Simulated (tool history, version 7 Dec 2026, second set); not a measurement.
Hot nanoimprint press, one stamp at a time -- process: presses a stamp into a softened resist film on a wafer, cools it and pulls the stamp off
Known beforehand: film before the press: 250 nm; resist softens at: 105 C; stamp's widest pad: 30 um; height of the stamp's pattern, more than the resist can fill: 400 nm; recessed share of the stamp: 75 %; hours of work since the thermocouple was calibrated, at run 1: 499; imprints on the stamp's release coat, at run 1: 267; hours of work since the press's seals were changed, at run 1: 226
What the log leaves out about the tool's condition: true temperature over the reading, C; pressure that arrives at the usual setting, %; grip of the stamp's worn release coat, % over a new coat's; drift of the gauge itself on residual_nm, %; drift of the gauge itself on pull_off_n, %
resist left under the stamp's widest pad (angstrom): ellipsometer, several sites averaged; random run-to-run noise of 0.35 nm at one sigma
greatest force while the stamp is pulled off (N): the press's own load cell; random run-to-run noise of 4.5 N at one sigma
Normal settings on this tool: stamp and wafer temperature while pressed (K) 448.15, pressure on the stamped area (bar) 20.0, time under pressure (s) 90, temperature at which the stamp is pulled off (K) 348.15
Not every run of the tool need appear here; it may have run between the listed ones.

run	hour	stamp and wafer temperature while pressed (K)	pressure on the stamped area (bar)	time under pressure (s)	temperature at which the stamp is pulled off (K)	hours of work since the thermocouple was calibrated	imprints on the stamp's release coat	hours of work since the press's seals were changed	resist left under the stamp's widest pad (angstrom)	greatest force while the stamp is pulled off (N)
1	0.0	448.15	20.0	90	348.15	499	267	226	965	256
2	6.0	448.15	20.0	90	348.15	503	302	231	971	258
3	11.5	448.15	32.0	90	348.15	508	333	235	746	263
4	17.4	448.15	32.0	90	348.15	512	367	240	740	257
5	25.3	448.15	32.0	90	348.15	519	412	246	740	265
6	32.2	448.15	32.0	90	348.15	524	451	251	745	266
7	41.9	448.15	32.0	90	348.15	532	506	259	740	285
8	46.9	448.15	32.0	90	348.15	536	534	263	741	283
9	56.1	448.15	20.0	90	348.15	543	587	270	979	288
10	66.1	448.15	20.0	90	348.15	551	644	278	979	286
11	74.0	448.15	20.0	90	348.15	557	689	285	972	294
12	82.0	448.15	20.0	90	348.15	564	735	291	983	302
13	91.7	448.15	21.3	90	348.15	571	790	299	938	318
14	100.2	448.15	21.3	90	348.15	578	838	305	951	317
15	106.3	448.15	21.3	90	344.15	583	873	310	939	336
# hour 110.9: plate thermocouple calibrated
16	114.1	448.15	21.3	90	344.15	2	900	314	876	336
17	121.7	448.15	21.3	90	344.15	9	943	320	880	336
18	126.9	448.15	16.3	104	344.15	13	973	324	967	344
19	132.9	448.15	16.3	104	344.15	17	1007	329	965	336
20	141.9	445.15	31.0	149	354.15	25	1058	336	640	320
21	147.9	445.15	31.0	149	354.15	29	1093	341	642	318
22	152.9	445.15	31.0	149	342.15	33	1121	345	645	366
23	157.7	444.15	18.0	49	351.15	37	1148	349	1321	337
24	167.3	445.15	20.0	90	352.15	45	1203	356	995	339
25	173.4	445.15	20.0	90	352.15	50	1238	361	988	341
26	178.0	445.15	20.0	90	352.15	53	1264	365	1003	341
27	182.9	445.15	20.0	90	352.15	57	1292	369	991	346
28	191.1	454.15	19.6	92	348.15	64	1339	375	777	373
29	197.9	448.15	20.0	90	339.15	69	1377	381	916	419
30	203.8	448.15	20.2	129	348.15	74	1411	385	797	394
31	210.1	448.15	16.1	129	344.15	79	1447	390	901	413

Hidden condition of the tool, last listed run before each entry between runs versus first listed run after:
From run 15 to run 16: plate thermocouple calibrated (hour 110.9)
  true temperature over the reading, C: -2.77 -> -0.04; pressure that arrives at the usual setting, %: 98.86 -> 98.85; grip of the stamp's worn release coat, % over a new coat's: 43.1 -> 44.6
  measured minus no-state result, resist left under the stamp's widest pad (angstrom): +78 -> +7; greatest force while the stamp is pulled off (N): +106 -> +104
